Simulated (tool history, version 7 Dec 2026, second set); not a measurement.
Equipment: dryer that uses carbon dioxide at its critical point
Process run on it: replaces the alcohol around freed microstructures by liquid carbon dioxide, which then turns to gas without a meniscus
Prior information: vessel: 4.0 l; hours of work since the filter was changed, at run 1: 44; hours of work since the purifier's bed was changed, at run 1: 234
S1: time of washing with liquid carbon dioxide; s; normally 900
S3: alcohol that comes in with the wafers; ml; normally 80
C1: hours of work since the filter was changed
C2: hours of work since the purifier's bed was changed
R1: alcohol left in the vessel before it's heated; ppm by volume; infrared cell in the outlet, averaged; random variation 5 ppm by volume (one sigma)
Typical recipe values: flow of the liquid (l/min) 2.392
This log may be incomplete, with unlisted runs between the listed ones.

run 1 hour=0.0 | S1=900 flow_of_the_liquid_(l/min)=2.392 S3=80 | C1=44 C2=234 | R1=54
run 2 hour=17.6 | S1=900 flow_of_the_liquid_(l/min)=2.392 S3=80 | C1=58 C2=247 | R1=59
run 3 hour=29.8 | S1=900 flow_of_the_liquid_(l/min)=2.392 S3=80 | C1=67 C2=257 | R1=67
run 4 hour=43.2 | S1=900 flow_of_the_liquid_(l/min)=2.392 S3=80 | C1=77 C2=267 | R1=66
run 5 hour=59.3 | S1=900 flow_of_the_liquid_(l/min)=2.392 S3=62 | C1=89 C2=279 | R1=57
run 6 hour=68.6 | S1=900 flow_of_the_liquid_(l/min)=2.392 S3=35 | C1=96 C2=286 | R1=57
run 7 hour=79.7 | S1=900 flow_of_the_liquid_(l/min)=2.392 S3=35 | C1=105 C2=295 | R1=57
run 8 hour=89.5 | S1=900 flow_of_the_liquid_(l/min)=2.392 S3=82 | C1=112 C2=302 | R1=77
run 9 hour=106.8 | S1=900 flow_of_the_liquid_(l/min)=2.392 S3=80 | C1=125 C2=315 | R1=67
run 10 hour=119.7 | S1=600 flow_of_the_liquid_(l/min)=2.392 S3=80 | C1=135 C2=325 | R1=258
run 11 hour=129.0 | S1=900 flow_of_the_liquid_(l/min)=2.740 S3=80 | C1=142 C2=332 | R1=58
run 12 hour=141.8 | S1=900 flow_of_the_liquid_(l/min)=2.740 S3=80 | C1=152 C2=342 | R1=58
run 13 hour=154.9 | S1=900 flow_of_the_liquid_(l/min)=2.392 S3=80 | C1=162 C2=352 | R1=77
run 14 hour=169.3 | S1=900 flow_of_the_liquid_(l/min)=2.392 S3=80 | C1=172 C2=362 | R1=77
run 15 hour=182.9 | S1=900 flow_of_the_liquid_(l/min)=2.392 S3=80 | C1=183 C2=373 | R1=79
run 16 hour=192.1 | S1=900 flow_of_the_liquid_(l/min)=2.392 S3=80 | C1=190 C2=380 | R1=79
run 17 hour=205.6 | S1=900 flow_of_the_liquid_(l/min)=2.392 S3=80 | C1=200 C2=390 | R1=98
run 18 hour=216.6 | S1=900 flow_of_the_liquid_(l/min)=2.392 S3=80 | C1=208 C2=398 | R1=87
run 19 hour=225.5 | S1=900 flow_of_the_liquid_(l/min)=2.392 S3=80 | C1=215 C2=405 | R1=92
-- hour=236.7 inlet filter changed
run 20 hour=243.9 | S1=900 flow_of_the_liquid_(l/min)=2.392 S3=80 | C1=5 C2=418 | R1=73
run 21 hour=254.7 | S1=840 flow_of_the_liquid_(l/min)=2.392 S3=80 | C1=14 C2=426 | R1=90
run 22 hour=269.3 | S1=840 flow_of_the_liquid_(l/min)=2.392 S3=80 | C1=25 C2=437 | R1=89
run 23 hour=282.9 | S1=840 flow_of_the_liquid_(l/min)=2.392 S3=80 | C1=35 C2=448 | R1=93
run 24 hour=292.9 | S1=840 flow_of_the_liquid_(l/min)=3.860 S3=80 | C1=43 C2=455 | R1=67
run 25 hour=310.5 | S1=1020 flow_of_the_liquid_(l/min)=2.950 S3=111 | C1=56 C2=469 | R1=75
run 26 hour=317.9 | S1=1020 flow_of_the_liquid_(l/min)=2.670 S3=36 | C1=62 C2=474 | R1=86
run 27 hour=329.3 | S1=1020 flow_of_the_liquid_(l/min)=2.670 S3=36 | C1=70 C2=483 | R1=74
run 28 hour=341.9 | S1=1020 flow_of_the_liquid_(l/min)=2.670 S3=36 | C1=80 C2=492 | R1=77
run 29 hour=356.4 | S1=780 flow_of_the_liquid_(l/min)=2.670 S3=31 | C1=91 C2=503 | R1=85
run 30 hour=365.6 | S1=780 flow_of_the_liquid_(l/min)=2.890 S3=41 | C1=98 C2=510 | R1=82
run 31 hour=377.6 | S1=960 flow_of_the_liquid_(l/min)=1.830 S3=41 | C1=107 C2=520 | R1=115
run 32 hour=389.8 | S1=960 flow_of_the_liquid_(l/min)=3.010 S3=107 | C1=116 C2=529 | R1=82
run 33 hour=398.0 | S1=900 flow_of_the_liquid_(l/min)=3.410 S3=60 | C1=122 C2=535 | R1=85
run 34 hour=413.8 | S1=900 flow_of_the_liquid_(l/min)=2.620 S3=58 | C1=134 C2=547 | R1=85
run 35 hour=424.4 | S1=900 flow_of_the_liquid_(l/min)=3.210 S3=58 | C1=142 C2=555 | R1=86
run 36 hour=432.6 | S1=540 flow_of_the_liquid_(l/min)=2.392 S3=80 | C1=148 C2=561 | R1=410
run 37 hour=445.8 | S1=780 flow_of_the_liquid_(l/min)=3.960 S3=80 | C1=158 C2=571 | R1=74
run 38 hour=462.6 | S1=600 flow_of_the_liquid_(l/min)=2.392 S3=80 | C1=171 C2=584 | R1=305
run 39 hour=472.8 | S1=600 flow_of_the_liquid_(l/min)=2.392 S3=37 | C1=179 C2=592 | R1=190
run 40 hour=486.2 | S1=1380 flow_of_the_liquid_(l/min)=2.200 S3=69 | C1=189 C2=602 | R1=103
run 41 hour=503.6 | S1=1380 flow_of_the_liquid_(l/min)=2.200 S3=69 | C1=202 C2=615 | R1=94
run 42 hour=521.0 | S1=1020 flow_of_the_liquid_(l/min)=2.950 S3=35 | C1=215 C2=628 | R1=100
run 43 hour=528.7 | S1=1020 flow_of_the_liquid_(l/min)=2.950 S3=35 | C1=221 C2=634 | R1=96
-- hour=532.0 inlet filter changed
run 44 hour=541.3 | S1=840 flow_of_the_liquid_(l/min)=2.950 S3=115 | C1=7 C2=643 | R1=106
run 45 hour=548.9 | S1=840 flow_of_the_liquid_(l/min)=1.750 S3=61 | C1=13 C2=649 | R1=217
run 46 hour=565.8 | S1=900 flow_of_the_liquid_(l/min)=3.630 S3=105 | C1=26 C2=661 | R1=97
run 47 hour=578.2 | S1=1020 flow_of_the_liquid_(l/min)=2.580 S3=28 | C1=35 C2=671 | R1=97

Alternative continuations, all from the tool just after run 47; predict every row:
run A hour=587.9 | S1=780 flow_of_the_liquid_(l/min)=2.680 S3=80 | C1=42 C2=678 | R1=?
run B hour=587.9 | S1=1380 flow_of_the_liquid_(l/min)=3.590 S3=35 | C1=42 C2=678 | R1=?
run C hour=587.9 | S1=660 flow_of_the_liquid_(l/min)=3.610 S3=97 | C1=42 C2=678 | R1=?

run=A R1=122
run=B R1=93
run=C R1=119
With the hidden condition removed and each run's random variation left untouched, the same runs would have given:
run=A R1=25
run=B R1=0
run=C R1=21
